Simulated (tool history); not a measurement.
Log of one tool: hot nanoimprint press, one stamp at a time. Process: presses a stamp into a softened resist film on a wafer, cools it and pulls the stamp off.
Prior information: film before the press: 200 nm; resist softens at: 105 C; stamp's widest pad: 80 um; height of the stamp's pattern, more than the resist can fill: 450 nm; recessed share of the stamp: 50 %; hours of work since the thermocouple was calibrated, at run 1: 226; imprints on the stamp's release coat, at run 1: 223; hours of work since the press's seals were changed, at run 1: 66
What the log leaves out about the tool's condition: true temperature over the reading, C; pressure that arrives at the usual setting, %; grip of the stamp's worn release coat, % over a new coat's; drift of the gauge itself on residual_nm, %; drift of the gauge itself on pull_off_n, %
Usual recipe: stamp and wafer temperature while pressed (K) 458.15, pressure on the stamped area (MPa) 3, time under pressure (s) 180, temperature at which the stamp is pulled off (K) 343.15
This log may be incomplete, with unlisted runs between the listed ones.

run    hour  stamp and wafer temperature while pressed (K)  pressure on the stamped area (MPa)  time under pressure (s)  temperature at which the stamp is pulled off (K)  hours of work since the thermocouple was calibrated  imprints on the stamp's release coat  hours of work since the press's seals were changed  resist left under the stamp's widest pad (angstrom)  greatest force while the stamp is pulled off (N)
  1       0                                         458.15                                   3                      180                                            343.15                                                  226                                   223                                                  66                                                  804                                               146
  2    50.7                                         458.15                                   3                      180                                            343.15                                                  265                                   486                                                 105                                                  799                                               153
  3   103.8                                         450.15                                   3                      180                                            343.15                                                  306                                   761                                                 147                                                 1136                                               170
      128.8  -- stamp cleaned and given a new release coat
  4   149.9                                         450.15                                   3                      180                                            343.15                                                  338                                   109                                                 178                                                 1136                                               132
  5     203                                         458.15                                   3                      180                                            343.15                                                  379                                   384                                                 219                                                  781                                               153
      213.2  -- plate thermocouple calibrated
  6   231.9                                         461.15                                   3                      180                                            343.15                                                   15                                   519                                                 239                                                  718                                               162
  7   255.3                                         461.15                                   3                      180                                            343.15                                                   33                                   640                                                 258                                                  717                                               170
      304.7  -- stamp cleaned and given a new release coat
  8     310                                         461.15                                   3                      180                                            343.15                                                   71                                    27                                                 296                                                  715                                               134
  9   358.7                                         461.15                                   3                      180                                            343.15                                                  109                                   279                                                 333                                                  710                                               145
 10   394.1                                         461.15                                   3                      180                                            343.15                                                  136                                   462                                                 361                                                  703                                               151
 11   442.8                                         458.15                                   3                      291                                            343.15                                                  174                                   715                                                 399                                                  662                                               168
      475.5  -- stamp cleaned and given a new release coat
 12   494.7                                         458.15                                   3                      180                                            343.15                                                  210                                    99                                                 435                                                  807                                               138
 13   528.5                                         458.15                                   3                      191                                            343.15                                                  236                                   274                                                 461                                                  781                                               147
 14   555.6                                         458.15                                   3                      191                                            343.15                                                  257                                   414                                                 482                                                  777                                               152
 15   608.4                                         458.15                                   3                      191                                            343.15                                                  299                                   688                                                 523                                                  772                                               164
      646.7  -- stamp cleaned and given a new release coat
 16   647.1                                         456.15                                4.44                      191                                            346.15                                                  324                                     2                                                 549                                                  703                                               130
 17     675                                         456.15                                4.44                      191                                            346.15                                                  346                                   147                                                 570                                                  703                                               138
 18   698.4                                         456.15                                4.44                       93                                            346.15                                                  364                                   268                                                 589                                                  933                                               138
      731.4  -- plate thermocouple calibrated
 19   738.8                                         450.15                                3.05                      118                                            339.15                                                    6                                   461                                                 618                                                 1333                                               160
 20   768.7                                         451.15                                3.05                      118                                            329.15                                                   29                                   616                                                 641                                                 1269                                               182
      821.5  -- stamp cleaned and given a new release coat
 21   827.9                                         451.15                                3.05                      118                                            329.15                                                   70                                    34                                                 683                                                 1270                                               151
 22   881.6                                         457.15                                1.95                      180                                            343.15                                                  112                                   312                                                 724                                                 1012                                               147
 23     918                                         449.15                                   3                      180                                            331.15                                                  141                                   500                                                 753                                                 1201                                               174
 24   959.6                                         449.15                                   3                      180                                            331.15                                                  173                                   715                                                 785                                                 1194                                               181
      992.9  -- stamp cleaned and given a new release coat
 25  1013.3                                         453.15                                2.66                      180                                            343.15                                                  210                                   106                                                 822                                                 1050                                               137
     1058.2  -- press's hydraulic seals changed and the load cell set to zero
 26  1076.5                                         460.15                                2.66                      122                                            343.15                                                  253                                   391                                                  14                                                  877                                               149
 27  1126.8                                         448.15                                   3                      180                                            343.15                                                  292                                   652                                                  53                                                 1203                                               160
     1174.3  -- stamp cleaned and given a new release coat
 28    1185                                         463.15                                2.24                      212                                            331.15                                                  333                                    55                                                  94                                                  654                                               149
 29  1232.8                                         463.15                                2.24                      212                                            331.15                                                  370                                   303                                                 131                                                  651                                               157

Below are 4 alternative next runs, each starting from the tool's condition after run 29. Predict each:
     1254.1  -- plate thermocouple calibrated
  A  1293.1                                         452.15                                   3                      180                                            344.15                                                   30                                   599                                                 176                                                    ?                                                 ?
     1254.1  -- plate thermocouple calibrated
  B  1293.1                                         458.15                                3.21                      162                                            343.15                                                   30                                   599                                                 176                                                    ?                                                 ?
     1254.1  -- plate thermocouple calibrated
  C  1293.1                                         463.15                                2.24                      195                                            345.15                                                   30                                   599                                                 176                                                    ?                                                 ?
     1254.1  -- plate thermocouple calibrated
  D  1293.1                                         450.15                                2.24                      110                                            344.15                                                   30                                   599                                                 176                                                    ?                                                 ?

run  resist left under the stamp's widest pad (angstrom)  greatest force while the stamp is pulled off (N)
  A                                                 1096                                               162
  B                                                  845                                               162
  C                                                  731                                               158
  D                                                 1487                                               165
Without the tool's unlogged condition, the same runs would have read:
run  resist left under the stamp's widest pad (angstrom)  greatest force while the stamp is pulled off (N)
  A                                                 1091                                               131
  B                                                  840                                               131
  C                                                  728                                               128
  D                                                 1483                                               134
